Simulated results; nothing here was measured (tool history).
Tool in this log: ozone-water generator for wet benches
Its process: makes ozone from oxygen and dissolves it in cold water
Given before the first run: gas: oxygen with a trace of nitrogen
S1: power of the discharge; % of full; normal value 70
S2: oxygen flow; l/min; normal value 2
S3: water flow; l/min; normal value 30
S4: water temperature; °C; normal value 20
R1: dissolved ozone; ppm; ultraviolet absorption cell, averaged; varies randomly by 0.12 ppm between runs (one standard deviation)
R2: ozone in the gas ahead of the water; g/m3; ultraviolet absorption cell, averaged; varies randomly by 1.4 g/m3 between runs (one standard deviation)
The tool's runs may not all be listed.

Run 1, day 0: usual settings. Result: R1 11 ppm, R2 274.1 g/m3.
Run 2, day 7.104: usual settings. Result: R1 10.8 ppm, R2 269.6 g/m3.
Run 3, day 13.933: usual settings. Result: R1 10.8 ppm, R2 271.3 g/m3.
Run 4, day 20.575: usual settings. Result: R1 10.9 ppm, R2 273.7 g/m3.
Run 5, day 27.688: usual settings but S1 77 % of full. Result: R1 11.5 ppm, R2 289.8 g/m3.
Run 6, day 36.704: usual settings. Result: R1 10.7 ppm, R2 272.4 g/m3.
Run 7, day 41.371: usual settings. Result: R1 10.6 ppm, R2 270.5 g/m3.
Run 8, day 47.179: usual settings but S2 1.08 l/min. Result: R1 8.4 ppm, R2 362.9 g/m3.
Run 9, day 51.871: usual settings. Result: R1 10.7 ppm, R2 272.2 g/m3.
Run 10, day 56.046: usual settings but S1 47 % of full. Result: R1 8 ppm, R2 205.9 g/m3.
Run 11, day 62.471: usual settings but S2 2.22 l/min. Result: R1 11.1 ppm, R2 256.8 g/m3.
Run 12, day 68.942: usual settings but S2 2.22 l/min. Result: R1 11 ppm, R2 260 g/m3.
Run 13, day 72.833: usual settings but S2 2.22 l/min. Result: R1 11.1 ppm, R2 259.4 g/m3.

What does the tool deliver on the next run?
Run 14, day 80.942: usual settings but S2 2.22 l/min. Result: R1 ?, R2 ?.

{"run 14": {"R1": 11.1, "R2": 258.3}}
With the hidden condition absent and the run-to-run variation left alone, this run would have shown R1 11.2 ppm, R2 258.5 g/m3.
